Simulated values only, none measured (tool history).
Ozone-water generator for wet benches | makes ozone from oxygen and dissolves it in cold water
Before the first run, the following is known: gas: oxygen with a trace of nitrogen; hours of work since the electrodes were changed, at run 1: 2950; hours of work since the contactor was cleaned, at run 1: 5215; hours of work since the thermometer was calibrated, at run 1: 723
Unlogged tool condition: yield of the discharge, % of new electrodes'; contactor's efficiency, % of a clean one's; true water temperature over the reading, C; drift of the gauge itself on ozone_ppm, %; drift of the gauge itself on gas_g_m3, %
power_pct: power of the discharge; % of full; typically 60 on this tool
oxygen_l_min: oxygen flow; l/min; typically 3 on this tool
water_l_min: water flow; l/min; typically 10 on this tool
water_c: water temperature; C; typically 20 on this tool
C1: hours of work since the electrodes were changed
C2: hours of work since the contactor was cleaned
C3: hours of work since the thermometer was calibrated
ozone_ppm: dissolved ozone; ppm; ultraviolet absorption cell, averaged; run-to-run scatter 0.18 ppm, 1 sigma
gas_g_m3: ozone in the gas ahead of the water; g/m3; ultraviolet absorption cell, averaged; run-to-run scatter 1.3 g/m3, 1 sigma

Run 1, hour 0: usual settings; C1 2950; C2 5215; C3 723. Result: ozone_ppm 25.3 ppm, gas_g_m3 248.1 g/m3.
Run 2, hour 74.7: usual settings; C1 3005; C2 5270; C3 778. Result: ozone_ppm 24.8 ppm, gas_g_m3 246.1 g/m3.
Run 3, hour 151.2: usual settings but oxygen_l_min 4.64 l/min; C1 3061; C2 5326; C3 834. Result: ozone_ppm 25.8 ppm, gas_g_m3 211.5 g/m3.
Run 4, hour 216.3: usual settings but water_l_min 7 l/min; C1 3108; C2 5374; C3 881. Result: ozone_ppm 33.1 ppm, gas_g_m3 247 g/m3.
Run 5, hour 364.8: usual settings but water_l_min 7 l/min; C1 3217; C2 5482; C3 990. Result: ozone_ppm 32.8 ppm, gas_g_m3 249.7 g/m3.
Run 6, hour 448.8: usual settings but water_l_min 7 l/min; C1 3279; C2 5544; C3 1052. Result: ozone_ppm 33.3 ppm, gas_g_m3 249.5 g/m3.
Run 7, hour 548.9: usual settings but power_pct 61 % of full; C1 3352; C2 5617; C3 1125. Result: ozone_ppm 25.4 ppm, gas_g_m3 252.4 g/m3.
Run 8, hour 620.1: usual settings but water_l_min 7 l/min; C1 3404; C2 5669; C3 1177. Result: ozone_ppm 33.1 ppm, gas_g_m3 247.1 g/m3.
Run 9, hour 769.6: usual settings but water_l_min 7 l/min; C1 3514; C2 5779; C3 1287. Result: ozone_ppm 32.9 ppm, gas_g_m3 246.3 g/m3.
Run 10, hour 923.5: usual settings but water_c 14 C; C1 3627; C2 5892; C3 1399. Result: ozone_ppm 27.5 ppm, gas_g_m3 248.6 g/m3.
Run 11, hour 991.2: usual settings but water_l_min 6 l/min; C1 3676; C2 5941; C3 1449. Result: ozone_ppm 36.5 ppm, gas_g_m3 249.8 g/m3.
Run 12, hour 1118: usual settings but water_l_min 6 l/min; C1 3769; C2 6034; C3 1542. Result: ozone_ppm 36.7 ppm, gas_g_m3 246.1 g/m3.
Run 13, hour 1215.1: usual settings but oxygen_l_min 4.69 l/min; C1 3840; C2 6105; C3 1613. Result: ozone_ppm 26 ppm, gas_g_m3 210.8 g/m3.
Run 14, hour 1344.9: usual settings but water_c 16 C; C1 3935; C2 6200; C3 1708. Result: ozone_ppm 26.7 ppm, gas_g_m3 245.2 g/m3.
Run 15, hour 1440.9: usual settings but water_c 16 C; C1 4005; C2 6271; C3 1778. Result: ozone_ppm 26.7 ppm, gas_g_m3 247.6 g/m3.
At hour 1517.4: contactor cleaned.
Run 16, hour 1595.7: usual settings but water_c 16 C; C1 4116; C2 57; C3 1889. Result: ozone_ppm 26.8 ppm, gas_g_m3 250.9 g/m3.
Run 17, hour 1745.9: usual settings but oxygen_l_min 2.05 l/min, water_l_min 11 l/min; C1 4226; C2 167; C3 1999. Result: ozone_ppm 21.4 ppm, gas_g_m3 284.5 g/m3.
Run 18, hour 1893.5: usual settings but oxygen_l_min 2.61 l/min, water_l_min 14 l/min; C1 4334; C2 275; C3 2107. Result: ozone_ppm 17.8 ppm, gas_g_m3 258 g/m3.
Run 19, hour 1960.4: usual settings but oxygen_l_min 2.61 l/min, water_l_min 14 l/min, water_c 15 C; C1 4383; C2 324; C3 2156. Result: ozone_ppm 18.9 ppm, gas_g_m3 262.1 g/m3.
Run 20, hour 2103.7: usual settings but power_pct 43 % of full, oxygen_l_min 3.87 l/min, water_l_min 6 l/min, water_c 13 C; C1 4488; C2 429; C3 2261. Result: ozone_ppm 35.2 ppm, gas_g_m3 188.8 g/m3.
Run 21, hour 2206.6: usual settings but power_pct 59 % of full, water_l_min 7 l/min; C1 4563; C2 505; C3 2336. Result: ozone_ppm 32.4 ppm, gas_g_m3 245.3 g/m3.

Run 22 comes next. What will it give?
Run 22, hour 2298.7: usual settings but power_pct 59 % of full, oxygen_l_min 3.23 l/min, water_l_min 14 l/min; C1 4631; C2 572; C3 2404. Result: ozone_ppm ?, gas_g_m3 ?.

For run 22 the tool returned ozone_ppm 18.8 ppm, gas_g_m3 237.8 g/m3.
Take away the tool's hidden state, keep the run-to-run variation as it was, and the same run would have given ozone_ppm 18.8 ppm, gas_g_m3 238 g/m3.

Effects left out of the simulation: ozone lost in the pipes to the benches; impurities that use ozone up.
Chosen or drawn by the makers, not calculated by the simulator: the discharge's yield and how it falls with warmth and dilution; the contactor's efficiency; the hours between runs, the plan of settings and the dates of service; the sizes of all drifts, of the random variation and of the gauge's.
